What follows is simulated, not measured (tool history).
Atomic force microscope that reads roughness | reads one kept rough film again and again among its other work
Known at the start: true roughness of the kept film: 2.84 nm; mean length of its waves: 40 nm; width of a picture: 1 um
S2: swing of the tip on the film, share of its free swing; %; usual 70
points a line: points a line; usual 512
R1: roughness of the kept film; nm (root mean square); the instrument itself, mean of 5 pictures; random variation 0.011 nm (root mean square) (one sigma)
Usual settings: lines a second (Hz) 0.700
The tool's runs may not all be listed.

{"run": 1, "hour": 0.0, "lines a second (Hz)": 0.7, "S2": 70, "points a line": 512, "R1": 2.624}
{"run": 2, "hour": 5.3, "lines a second (Hz)": 0.7, "S2": 70, "points a line": 512, "R1": 2.63}
{"run": 3, "hour": 13.0, "lines a second (Hz)": 0.7, "S2": 70, "points a line": 543, "R1": 2.626}
{"run": 4, "hour": 18.4, "lines a second (Hz)": 0.7, "S2": 76, "points a line": 512, "R1": 2.607}
{"run": 5, "hour": 25.0, "lines a second (Hz)": 0.7, "S2": 76, "points a line": 512, "R1": 2.616}
{"run": 6, "hour": 29.8, "lines a second (Hz)": 0.7, "S2": 76, "points a line": 512, "R1": 2.597}
{"run": 7, "hour": 38.5, "lines a second (Hz)": 0.7, "S2": 70, "points a line": 512, "R1": 2.617}
{"run": 8, "hour": 44.3, "lines a second (Hz)": 1.144, "S2": 70, "points a line": 512, "R1": 2.581}
{"run": 9, "hour": 48.8, "lines a second (Hz)": 1.144, "S2": 70, "points a line": 512, "R1": 2.586}
{"run": 10, "hour": 55.4, "lines a second (Hz)": 1.144, "S2": 70, "points a line": 512, "R1": 2.56}
{"run": 11, "hour": 61.2, "lines a second (Hz)": 0.7, "S2": 70, "points a line": 876, "R1": 2.634}
{"run": 12, "hour": 66.3, "lines a second (Hz)": 0.7, "S2": 70, "points a line": 512, "R1": 2.619}
{"run": 13, "hour": 74.1, "lines a second (Hz)": 0.7, "S2": 70, "points a line": 336, "R1": 2.613}
{"run": 14, "hour": 80.3, "lines a second (Hz)": 0.7, "S2": 70, "points a line": 512, "R1": 2.625}
{"run": 15, "hour": 86.0, "lines a second (Hz)": 0.7, "S2": 70, "points a line": 512, "R1": 2.634}
{"run": 16, "hour": 90.7, "lines a second (Hz)": 0.7, "S2": 70, "points a line": 512, "R1": 2.607}
{"hour": 98.7, "done": "new tip fitted"}
{"run": 17, "hour": 101.0, "lines a second (Hz)": 0.7, "S2": 83, "points a line": 512, "R1": 2.584}
{"run": 18, "hour": 106.4, "lines a second (Hz)": 1.027, "S2": 57, "points a line": 933, "R1": 2.647}
{"run": 19, "hour": 114.0, "lines a second (Hz)": 2.126, "S2": 57, "points a line": 598, "R1": 2.616}
{"run": 20, "hour": 119.8, "lines a second (Hz)": 2.126, "S2": 57, "points a line": 598, "R1": 2.602}
{"run": 21, "hour": 126.2, "lines a second (Hz)": 2.391, "S2": 63, "points a line": 393, "R1": 2.55}
{"run": 22, "hour": 135.2, "lines a second (Hz)": 2.391, "S2": 63, "points a line": 393, "R1": 2.55}
{"run": 23, "hour": 143.1, "lines a second (Hz)": 2.216, "S2": 71, "points a line": 512, "R1": 2.476}
{"run": 24, "hour": 153.2, "lines a second (Hz)": 2.78, "S2": 67, "points a line": 1020, "R1": 2.499}
{"run": 25, "hour": 163.5, "lines a second (Hz)": 1.258, "S2": 68, "points a line": 588, "R1": 2.6}
{"run": 26, "hour": 169.9, "lines a second (Hz)": 0.832, "S2": 68, "points a line": 588, "R1": 2.622}
{"run": 27, "hour": 179.9, "lines a second (Hz)": 3.372, "S2": 58, "points a line": 384, "R1": 2.536}
{"run": 28, "hour": 189.1, "lines a second (Hz)": 3.733, "S2": 58, "points a line": 500, "R1": 2.524}

Run 29 comes next. What will it give?
{"run": 29, "hour": 199.6, "lines a second (Hz)": 1.557, "S2": 66, "points a line": 512, "R1": "?"}

{"run 29": {"R1": 2.591}}
Without the tool's hidden state the same run would have given R1 2.600 nm (root mean square).
